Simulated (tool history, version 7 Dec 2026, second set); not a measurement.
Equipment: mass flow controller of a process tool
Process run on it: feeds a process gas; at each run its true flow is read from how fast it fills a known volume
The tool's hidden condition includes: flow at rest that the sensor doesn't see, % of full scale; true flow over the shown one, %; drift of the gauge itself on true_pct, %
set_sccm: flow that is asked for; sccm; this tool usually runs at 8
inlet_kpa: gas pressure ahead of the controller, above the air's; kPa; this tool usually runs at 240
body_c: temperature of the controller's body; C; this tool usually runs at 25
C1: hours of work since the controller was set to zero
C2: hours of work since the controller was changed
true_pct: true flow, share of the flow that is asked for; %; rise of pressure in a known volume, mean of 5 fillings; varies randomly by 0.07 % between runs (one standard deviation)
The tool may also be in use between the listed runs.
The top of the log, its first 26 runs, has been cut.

{"run": 27, "hour": 2915.2, "set_sccm": 8, "inlet_kpa": 184, "body_c": 33, "C1": 2855, "C2": 2855, "true_pct": 99.55}
{"run": 28, "hour": 3031.7, "set_sccm": 8, "inlet_kpa": 184, "body_c": 33, "C1": 2902, "C2": 2902, "true_pct": 99.52}
{"run": 29, "hour": 3148.5, "set_sccm": 19, "inlet_kpa": 226, "body_c": 33, "C1": 2950, "C2": 2950, "true_pct": 100.98}
{"run": 30, "hour": 3249.1, "set_sccm": 3, "inlet_kpa": 240, "body_c": 23, "C1": 2991, "C2": 2991, "true_pct": 96.69}
{"run": 31, "hour": 3387.6, "set_sccm": 3, "inlet_kpa": 240, "body_c": 23, "C1": 3047, "C2": 3047, "true_pct": 96.72}
{"hour": 3398.2, "done": "controller's zero set anew"}
{"run": 32, "hour": 3478.9, "set_sccm": 5, "inlet_kpa": 152, "body_c": 25, "C1": 33, "C2": 3084, "true_pct": 97.74}
{"run": 33, "hour": 3596.5, "set_sccm": 5, "inlet_kpa": 152, "body_c": 25, "C1": 81, "C2": 3132, "true_pct": 97.87}
{"hour": 3689.5, "done": "controller's zero set anew, once more"}
{"run": 34, "hour": 3735.5, "set_sccm": 5, "inlet_kpa": 152, "body_c": 25, "C1": 19, "C2": 3188, "true_pct": 99.33}
{"run": 35, "hour": 3881.9, "set_sccm": 16, "inlet_kpa": 164, "body_c": 29, "C1": 78, "C2": 3248, "true_pct": 100.76}
{"run": 36, "hour": 3958.0, "set_sccm": 10, "inlet_kpa": 164, "body_c": 36, "C1": 109, "C2": 3279, "true_pct": 101.0}
{"run": 37, "hour": 4029.1, "set_sccm": 12, "inlet_kpa": 240, "body_c": 25, "C1": 138, "C2": 3308, "true_pct": 99.88}
{"run": 38, "hour": 4091.8, "set_sccm": 5, "inlet_kpa": 240, "body_c": 25, "C1": 164, "C2": 3333, "true_pct": 98.95}
{"run": 39, "hour": 4161.7, "set_sccm": 5, "inlet_kpa": 201, "body_c": 29, "C1": 192, "C2": 3362, "true_pct": 99.67}
{"run": 40, "hour": 4252.0, "set_sccm": 15, "inlet_kpa": 177, "body_c": 31, "C1": 229, "C2": 3398, "true_pct": 101.04}
{"run": 41, "hour": 4393.5, "set_sccm": 3, "inlet_kpa": 174, "body_c": 25, "C1": 286, "C2": 3456, "true_pct": 98.85}
{"run": 42, "hour": 4480.0, "set_sccm": 10, "inlet_kpa": 165, "body_c": 23, "C1": 322, "C2": 3491, "true_pct": 99.54}
{"run": 43, "hour": 4552.0, "set_sccm": 10, "inlet_kpa": 165, "body_c": 23, "C1": 351, "C2": 3521, "true_pct": 99.53}
{"run": 44, "hour": 4677.2, "set_sccm": 10, "inlet_kpa": 165, "body_c": 37, "C1": 402, "C2": 3571, "true_pct": 101.15}
{"run": 45, "hour": 4757.9, "set_sccm": 10, "inlet_kpa": 165, "body_c": 37, "C1": 435, "C2": 3604, "true_pct": 101.22}
{"run": 46, "hour": 4888.1, "set_sccm": 10, "inlet_kpa": 165, "body_c": 37, "C1": 488, "C2": 3657, "true_pct": 101.07}
{"run": 47, "hour": 4995.2, "set_sccm": 7, "inlet_kpa": 141, "body_c": 31, "C1": 531, "C2": 3701, "true_pct": 100.11}

Each row is a separate what-if for the run after 47, all from the same tool condition, not one after another. Results?
{"run": "A", "hour": 5136.1, "set_sccm": 6, "inlet_kpa": 226, "body_c": 28, "C1": 589, "C2": 3758, "true_pct": "?"}
{"run": "B", "hour": 5136.1, "set_sccm": 7, "inlet_kpa": 181, "body_c": 31, "C1": 589, "C2": 3758, "true_pct": "?"}
{"run": "C", "hour": 5136.1, "set_sccm": 7, "inlet_kpa": 277, "body_c": 29, "C1": 589, "C2": 3758, "true_pct": "?"}
{"run": "D", "hour": 5136.1, "set_sccm": 7, "inlet_kpa": 249, "body_c": 29, "C1": 589, "C2": 3758, "true_pct": "?"}
{"run": "E", "hour": 5136.1, "set_sccm": 8, "inlet_kpa": 241, "body_c": 25, "C1": 589, "C2": 3758, "true_pct": "?"}

run=A true_pct=99.55
run=B true_pct=100.13
run=C true_pct=99.60
run=D true_pct=99.71
run=E true_pct=99.45
Stripped of hidden state, with their random variation kept, the same runs would have yielded:
run=A true_pct=99.06
run=B true_pct=99.60
run=C true_pct=99.07
run=D true_pct=99.18
run=E true_pct=98.89

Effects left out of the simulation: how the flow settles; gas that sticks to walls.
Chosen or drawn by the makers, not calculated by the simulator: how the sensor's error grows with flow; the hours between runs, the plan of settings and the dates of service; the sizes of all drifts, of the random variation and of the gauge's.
